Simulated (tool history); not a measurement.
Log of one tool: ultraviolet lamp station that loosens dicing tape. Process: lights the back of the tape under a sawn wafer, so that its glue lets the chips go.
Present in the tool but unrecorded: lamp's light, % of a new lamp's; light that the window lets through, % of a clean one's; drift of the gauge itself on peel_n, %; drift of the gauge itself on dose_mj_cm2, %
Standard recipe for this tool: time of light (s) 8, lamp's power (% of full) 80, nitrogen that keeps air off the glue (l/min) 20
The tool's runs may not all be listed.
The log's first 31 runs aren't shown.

| run | day | time of light (s) | lamp's power (% of full) | nitrogen that keeps air off the glue (l/min) | hours of work of the lamp | hours of work since the window was cleaned | force that peels the tape off (N) | light that reached the tape (mJ/cm2) |
|---|---|---|---|---|---|---|---|---|
| 32 | 15.529 | 5 | 80 | 18 | 669 | 286 | 2.929 | 128 |
| 33 | 16.067 | 8 | 92 | 20 | 678 | 296 | 1.066 | 235 |
| 34 | 16.771 | 8 | 92 | 20 | 692 | 309 | 1.087 | 237 |
| 35 | 17.233 | 5 | 87 | 15 | 700 | 318 | 2.973 | 136 |
| 36 | 17.804 | 7 | 79 | 27 | 711 | 328 | 1.527 | 174 |
| 37 | 18.467 | 7 | 87 | 9 | 723 | 341 | 2.561 | 188 |
| 38 | 19.008 | 7 | 87 | 9 | 733 | 351 | 2.616 | 183 |
| 39 | 19.729 | 8 | 80 | 20 | 746 | 364 | 1.493 | 197 |
| 40 | 20.462 | 8 | 80 | 20 | 760 | 378 | 1.522 | 195 |
| 41 | 21.162 | 8 | 80 | 20 | 773 | 391 | 1.534 | 193 |
| 42 | 21.758 | 6 | 97 | 8 | 784 | 402 | 2.982 | 178 |
| 43 | 22.129 | 6 | 97 | 8 | 791 | 408 | 3.066 | 178 |

4 ways to go on from here, each from the tool as it stands after run 43. What would each give?
| A | 22.800 | 8 | 80 | 20 | 803 | 421 | ? | ? |
| B | 22.800 | 12 | 99 | 7 | 803 | 421 | ? | ? |
| C | 22.800 | 15 | 78 | 12 | 803 | 421 | ? | ? |
| D | 22.800 | 6 | 66 | 8 | 803 | 421 | ? | ? |

| run | force that peels the tape off (N) | light that reached the tape (mJ/cm2) |
|---|---|---|
| A | 1.549 | 188 |
| B | 1.123 | 349 |
| C | 0.774 | 350 |
| D | 4.236 | 116 |
Without the tool's hidden state the same runs would have given:
| run | force that peels the tape off (N) | light that reached the tape (mJ/cm2) |
|---|---|---|
| A | 0.888 | 256 |
| B | 0.621 | 473 |
| C | 0.436 | 474 |
| D | 3.211 | 157 |
